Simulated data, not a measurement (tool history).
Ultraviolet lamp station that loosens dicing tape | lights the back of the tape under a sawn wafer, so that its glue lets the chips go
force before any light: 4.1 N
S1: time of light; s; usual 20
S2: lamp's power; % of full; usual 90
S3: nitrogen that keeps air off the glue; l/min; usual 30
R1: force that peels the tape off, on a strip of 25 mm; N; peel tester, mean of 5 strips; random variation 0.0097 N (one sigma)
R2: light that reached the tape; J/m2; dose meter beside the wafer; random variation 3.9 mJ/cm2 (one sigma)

run 1 day=0 | S1=20 S2=90 S3=30 | R1=0.419 R2=6650
run 2 day=0.646 | S1=20 S2=90 S3=30 | R1=0.416 R2=6580
run 3 day=1 | S1=20 S2=90 S3=30 | R1=0.412 R2=6610
run 4 day=1.454 | S1=20 S2=90 S3=30 | R1=0.415 R2=6610
run 5 day=2.158 | S1=20 S2=90 S3=30 | R1=0.424 R2=6580
run 6 day=2.467 | S1=20 S2=90 S3=30 | R1=0.404 R2=6540
run 7 day=2.85 | S1=23 S2=90 S3=30 | R1=0.367 R2=7560
run 8 day=3.238 | S1=21 S2=90 S3=49 | R1=0.345 R2=6950
run 9 day=3.692 | S1=21 S2=90 S3=14 | R1=0.552 R2=7000
run 10 day=4.425 | S1=20 S2=90 S3=25 | R1=0.447 R2=6640
run 11 day=5 | S1=20 S2=82 S3=26 | R1=0.488 R2=6050
run 12 day=5.383 | S1=20 S2=82 S3=26 | R1=0.486 R2=6040
run 13 day=5.779 | S1=19 S2=65 S3=14 | R1=0.898 R2=4580

3 ways to go on from here, each from the tool as it stands after run 13. What would each give?
run A day=6.346 | S1=10 S2=84 S3=14 | R1=? R2=?
run B day=6.346 | S1=20 S2=75 S3=34 | R1=? R2=?
run C day=6.346 | S1=23 S2=90 S3=10 | R1=? R2=?

run=A R1=1.518 R2=3110
run=B R1=0.526 R2=5490
run=C R1=0.526 R2=7570
Without the tool's hidden state the same runs would have given:
run=A R1=1.517 R2=3110
run=B R1=0.526 R2=5500
run=C R1=0.525 R2=7570
